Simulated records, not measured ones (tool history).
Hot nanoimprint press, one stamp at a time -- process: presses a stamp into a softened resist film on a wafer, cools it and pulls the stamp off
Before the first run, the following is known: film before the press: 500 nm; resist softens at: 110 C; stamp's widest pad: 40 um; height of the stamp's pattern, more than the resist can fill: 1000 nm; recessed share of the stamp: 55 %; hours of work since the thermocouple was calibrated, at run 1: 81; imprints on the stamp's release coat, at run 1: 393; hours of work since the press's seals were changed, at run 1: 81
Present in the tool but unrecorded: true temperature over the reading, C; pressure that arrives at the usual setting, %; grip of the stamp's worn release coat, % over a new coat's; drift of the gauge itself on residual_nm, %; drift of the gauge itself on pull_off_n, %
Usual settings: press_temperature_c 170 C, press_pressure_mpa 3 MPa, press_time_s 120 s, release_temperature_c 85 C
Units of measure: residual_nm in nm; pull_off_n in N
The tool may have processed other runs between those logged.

run	hour	press_temperature_c	press_pressure_mpa	press_time_s	release_temperature_c	hours of work since the thermocouple was calibrated	imprints on the stamp's release coat	hours of work since the press's seals were changed	residual_nm	pull_off_n
1	0	170	3	120	85	81	393	81	267.5	176
2	11.6	170	3	120	85	89	429	89	269.5	177
3	19.4	170	2.31	120	85	93	452	93	299.1	167
4	24.7	170	2.31	120	85	97	468	97	294.8	178
5	31.4	170	2.31	120	85	101	488	101	296.4	168
6	38.6	170	2.38	120	85	105	510	105	294.3	170
7	47.6	170	3	120	92	111	537	111	272.8	143
8	52.6	170	3	120	92	114	552	114	268.1	137
9	57.6	170	2.49	63	78	117	567	117	344.5	205
10	66.2	177	2.49	63	70	123	593	123	256.6	241
11	77.1	161	3	120	85	129	626	129	396.8	177
12	82	161	2.46	135	77	132	641	132	401.3	208
13	88	161	2.16	135	74	136	659	136	413.2	229

Predict each of these 4 candidate next runs independently; none follows another, all start after run 13:
# hour 100.3: stamp cleaned and given a new release coat
A	101.7	172	2.16	135	74	141	4	141	?	?
# hour 100.3: stamp cleaned and given a new release coat
B	101.7	170	3	150	85	141	4	141	?	?
# hour 100.3: stamp cleaned and given a new release coat
C	101.7	170	2.8	116	85	141	4	141	?	?
# hour 100.3: stamp cleaned and given a new release coat
D	101.7	182	4.14	80	85	141	4	141	?	?

run	residual_nm	pull_off_n
A	263.5	235
B	246.4	174
C	278.8	172
D	141.4	175
Stripped of hidden state, with their random variation kept, the same runs would have yielded:
run	residual_nm	pull_off_n
A	263.3	235
B	246.2	174
C	278.7	172
D	141.3	175
